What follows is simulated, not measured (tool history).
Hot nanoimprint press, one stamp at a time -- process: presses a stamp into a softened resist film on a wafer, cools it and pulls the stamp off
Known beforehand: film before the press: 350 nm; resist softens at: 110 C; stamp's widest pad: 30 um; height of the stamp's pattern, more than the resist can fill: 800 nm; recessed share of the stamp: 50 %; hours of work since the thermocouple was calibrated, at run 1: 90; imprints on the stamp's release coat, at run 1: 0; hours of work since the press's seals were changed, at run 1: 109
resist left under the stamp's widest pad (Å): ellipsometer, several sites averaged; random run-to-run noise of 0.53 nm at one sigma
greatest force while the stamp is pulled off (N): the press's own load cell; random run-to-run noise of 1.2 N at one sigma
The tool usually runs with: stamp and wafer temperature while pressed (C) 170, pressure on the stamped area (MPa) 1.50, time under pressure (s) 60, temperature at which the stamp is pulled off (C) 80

run,hour,stamp and wafer temperature while pressed (C),pressure on the stamped area (MPa),time under pressure (s),temperature at which the stamp is pulled off (C),hours of work since the thermocouple was calibrated,imprints on the stamp's release coat,hours of work since the press's seals were changed,resist left under the stamp's widest pad (Å),greatest force while the stamp is pulled off (N)
1,0.0,170,1.50,60,80,90,0,109,1940,92
2,15.1,170,1.50,60,80,97,34,116,1939,93
3,30.9,170,1.50,60,76,104,70,123,1936,100
4,52.7,159,1.50,60,80,113,119,132,2539,91
5,78.3,159,1.50,60,80,124,176,143,2545,94
6,107.7,159,1.50,60,80,137,242,156,2563,94
7,124.6,159,1.50,60,80,144,281,163,2566,91
8,146.1,159,1.45,60,80,153,329,172,2600,95
9,173.2,159,1.45,60,80,165,390,184,2614,94
10,203.0,170,1.50,73,80,178,457,197,1864,92
11,232.4,170,1.50,60,80,190,523,209,1977,94
12,255.8,170,1.50,60,80,200,576,219,1977,94
13,278.2,170,1.50,60,80,210,626,229,1980,93
# hour 285.4: gauge calibrated
14,299.4,170,1.50,60,80,219,674,238,1947,94
15,326.9,170,1.50,60,80,231,736,250,1948,94
16,353.2,173,1.50,60,67,242,795,261,1815,110
17,373.1,170,1.50,73,85,251,839,270,1849,86
18,394.3,162,1.45,46,80,260,887,279,2572,92
19,416.2,158,1.50,32,80,269,937,288,2925,94
20,443.1,181,1.50,30,80,281,997,300,1851,93
21,472.7,181,1.50,30,80,294,1064,313,1859,94
22,487.1,170,1.61,113,70,300,1096,319,1549,106
23,502.2,161,1.61,113,82,306,1130,325,2028,93
24,519.1,170,1.56,60,69,314,1168,333,1944,110
25,539.7,166,1.56,60,69,323,1214,342,2158,108
# hour 558.8: stamp cleaned and given a new release coat
26,561.1,166,1.17,66,75,329,5,348,2373,100
27,589.3,165,1.47,30,71,341,69,360,2677,104
28,607.9,170,1.49,32,80,349,110,368,2376,94
29,625.3,160,1.52,82,67,357,150,376,2348,109

Here are 5 independent what-if runs from the current tool condition. What would each one return?
A,654.6,175,1.52,82,84,369,215,388,?,?
B,654.6,171,1.52,82,67,369,215,388,?,?
C,654.6,160,1.52,38,67,369,215,388,?,?
D,654.6,177,1.15,95,80,369,215,388,?,?
E,654.6,160,1.17,59,74,369,215,388,?,?

run,resist left under the stamp's widest pad (Å),greatest force while the stamp is pulled off (N)
A,1569,86
B,1751,110
C,2789,111
D,1644,92
E,2784,102
Had the tool no hidden state, the same runs would have come out as:
run,resist left under the stamp's widest pad (Å),greatest force while the stamp is pulled off (N)
A,1526,86
B,1703,110
C,2713,111
D,1599,92
E,2708,102
